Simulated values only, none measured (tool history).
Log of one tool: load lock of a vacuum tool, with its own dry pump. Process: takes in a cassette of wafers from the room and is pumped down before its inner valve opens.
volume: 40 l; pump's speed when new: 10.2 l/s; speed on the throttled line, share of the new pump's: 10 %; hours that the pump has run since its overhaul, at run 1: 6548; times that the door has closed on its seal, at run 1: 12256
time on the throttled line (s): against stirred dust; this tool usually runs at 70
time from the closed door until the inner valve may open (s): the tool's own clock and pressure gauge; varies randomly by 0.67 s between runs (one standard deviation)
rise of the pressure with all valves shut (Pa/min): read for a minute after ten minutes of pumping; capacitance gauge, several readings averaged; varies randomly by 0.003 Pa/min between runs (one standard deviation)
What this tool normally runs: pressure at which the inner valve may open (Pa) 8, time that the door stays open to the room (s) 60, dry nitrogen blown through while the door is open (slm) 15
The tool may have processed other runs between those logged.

run,day,time on the throttled line (s),pressure at which the inner valve may open (Pa),time that the door stays open to the room (s),dry nitrogen blown through while the door is open (slm),hours that the pump has run since its overhaul,times that the door has closed on its seal,"incoming humidity of the room's air, %",time from the closed door until the inner valve may open (s),rise of the pressure with all valves shut (Pa/min)
1,0,70,8,60,15,6548,12256,44.8,105.3,0.055
2,17.792,70,8,60,15,6975,13310,43.9,104.3,0.056
3,36.221,70,8,60,15,7418,14402,44.6,104.8,0.065
4,46.246,70,8,60,15,7658,14996,43.2,105.9,0.056
5,55.667,70,8,60,11,7884,15554,46.5,106.7,0.067
6,74.021,70,8,60,11,8325,16642,47.3,107.8,0.075
7,85.233,70,8,60,11,8594,17306,44.8,107,0.074
8,98.829,70,8,60,11,8920,18112,43.1,107.7,0.074
9,120.438,70,8,60,11,9439,19392,48.3,106.4,0.084
10,131.758,103,8,60,15,9711,20063,42.6,137.7,0.076
11,147.083,117,8,60,15,10078,20971,43.3,150.3,0.081
12,164.892,66,8,60,15,10506,22026,46,106.9,0.082
13,174.762,66,8,60,15,10743,22611,41.8,106.1,0.086
14,186.617,66,8,60,15,11027,23313,46.7,104.5,0.092
15,195.296,66,8,60,15,11235,23827,47.1,105.7,0.088
16,207.642,66,8,60,15,11532,24559,46.4,105.7,0.086
17,224.679,66,12,55,29,11941,25568,47,104.8,0.096
18,244.642,44,8,99,15,12420,26751,47.2,88.2,0.11
19,259.179,62,8,60,4,12769,27613,42.9,103.7,0.109
20,279.071,62,8,60,4,13246,28791,42.3,104.8,0.11
21,288.112,70,9,60,15,13463,29327,46.9,111.7,0.111
22,299.183,70,9,60,15,13729,29983,44.2,111.5,0.112
23,319.867,70,8,33,6,14225,31208,44.3,113.7,0.114
24,332.742,61,8,60,15,14534,31971,45.8,105,0.125
25,346.125,97,10,37,16,14855,32764,43.7,135.1,0.118
# day 357.458: dry pump taken out, an overhauled one fitted
26,367.112,97,10,37,16,232,33993,44.9,122.9,0.124
27,384.458,120,7,37,16,648,35021,44.1,146.3,0.129
28,398.188,78,8,59,15,977,35834,46.4,107.9,0.136
29,409.721,78,8,59,15,1254,36517,45.7,107.4,0.138
30,430.246,126,8,60,15,1747,37734,45.4,152.1,0.14
31,440.271,50,9,50,44,1987,38327,42.3,82.5,0.133
32,461.467,43,8,60,36,2496,39583,47.2,77.7,0.146

Some steps in time from the closed door until the inner valve may open (s), run to run, broken into two amounts with sign: the step expected even without the hidden condition (settings, incoming material, random variation), and the rest, left for the hidden condition together with whatever gauge scatter is not in both the measured and the hidden-condition-free result:
What the log doesn't record here: pump's speed, % of a new pump's; leak at the door's seal, Pa l/s; drift of the gauge itself on ready_s, %; drift of the gauge itself on rise_pa_min, %.
Run 11 -> 12: time on the throttled line (s) 117 -> 66. time from the closed door until the inner valve may open (s) -43.4: hidden state +2, all else -45.4.
Run 17 -> 18: time on the throttled line (s) 66 -> 44, pressure at which the inner valve may open (Pa) 12 -> 8, time that the door stays open to the room (s) 55 -> 99, dry nitrogen blown through while the door is open (slm) 29 -> 15. time from the closed door until the inner valve may open (s) -16.6: hidden state +1.6, all else -18.2.
Run 25 -> 26: dry pump taken out, an overhauled one fitted. time from the closed door until the inner valve may open (s) -12.2: hidden state -11.4, all else -0.8.
Run 29 -> 30: time on the throttled line (s) 78 -> 126, time that the door stays open to the room (s) 59 -> 60. time from the closed door until the inner valve may open (s) +44.7: hidden state +0.2, all else +44.5.
Run 30 -> 31: time on the throttled line (s) 126 -> 50, pressure at which the inner valve may open (Pa) 8 -> 9, time that the door stays open to the room (s) 60 -> 50, dry nitrogen blown through while the door is open (slm) 15 -> 44. time from the closed door until the inner valve may open (s) -69.6: hidden state +0.4, all else -70.
